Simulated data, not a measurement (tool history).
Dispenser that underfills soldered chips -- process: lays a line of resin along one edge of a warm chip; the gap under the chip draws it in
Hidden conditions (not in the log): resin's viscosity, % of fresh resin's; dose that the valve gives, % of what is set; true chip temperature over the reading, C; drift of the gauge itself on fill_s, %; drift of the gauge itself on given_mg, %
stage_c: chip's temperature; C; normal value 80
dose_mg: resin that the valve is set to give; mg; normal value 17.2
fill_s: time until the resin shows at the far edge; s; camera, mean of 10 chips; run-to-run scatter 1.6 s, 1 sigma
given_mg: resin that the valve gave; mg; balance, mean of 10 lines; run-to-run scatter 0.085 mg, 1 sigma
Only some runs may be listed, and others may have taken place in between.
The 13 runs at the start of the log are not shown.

run,hour,stage_c,dose_mg,hours of work since the syringe was changed,hours of work since the valve was cleaned,hours of work since the stage was calibrated,fill_s,given_mg
14,54.3,76,17.2,3,21,77,241,16.88
15,56.8,80,17.2,4,23,79,232,16.78
16,62.3,80,17.2,8,27,83,335.9,16.77
# hour 63: new syringe of resin
17,66.4,80,17.2,3,30,86,196.5,16.65
18,69.5,80,17.2,5,33,88,237.2,16.79
19,72.3,80,17.2,7,35,90,289.4,16.74
# hour 74.9: new syringe of resin
20,76.7,80,17.2,1,38,93,180.4,16.73
21,79.7,94,17.8,4,40,96,118,17.15
22,82.7,70,19.2,6,42,98,416.5,18.54
# hour 86.9: new syringe of resin
23,88.3,65,15.4,1,46,102,368.7,14.67
24,91.5,79,16.6,3,48,104,226.5,15.93
25,96.6,68,15.6,7,52,108,538.5,14.95
# hour 98.9: new syringe of resin
26,101.5,75,17.3,2,56,111,243.1,16.5
27,106.8,80,15,6,60,115,281.8,14.22
28,109.5,80,15,8,61,117,333.1,14.17
# hour 110.9: new syringe of resin
29,114.1,80,15,2,65,120,201.8,14.18
30,118.5,90,16.1,6,68,124,168.2,15.08
31,121.6,90,16.1,8,70,126,202.4,15.05
# hour 122.9: new syringe of resin
32,126.6,90,16.1,3,74,130,132.4,15.11
33,131.5,85,16.1,6,77,133,231.1,14.98
# hour 134.9: new syringe of resin
34,135.8,80,20.2,1,80,136,164.3,18.75
35,140.8,71,15.6,4,84,140,371,14.55
36,145.7,73,19.8,8,88,143,437,18.37

Consider 4 possible next runs. They are alternatives, not a sequence: every one starts from the tool as it was left by run 36. What does each give?
# hour 146.9: new syringe of resin
A,150.2,74,19,2,91,147,?,?
# hour 146.9: new syringe of resin
B,150.2,73,17.9,2,91,147,?,?
# hour 146.9: new syringe of resin
C,150.2,70,15.8,2,91,147,?,?
# hour 146.9: new syringe of resin
D,150.2,91,16.7,2,91,147,?,?

run,fill_s,given_mg
A,258.7,17.65
B,274.9,16.61
C,335.9,14.57
D,125.3,15.4
The same runs, with their run-to-run variation unchanged, on a tool lacking any hidden condition would have given:
run,fill_s,given_mg
A,202.6,19.14
B,214.2,18.01
C,258.9,15.8
D,97.2,16.7

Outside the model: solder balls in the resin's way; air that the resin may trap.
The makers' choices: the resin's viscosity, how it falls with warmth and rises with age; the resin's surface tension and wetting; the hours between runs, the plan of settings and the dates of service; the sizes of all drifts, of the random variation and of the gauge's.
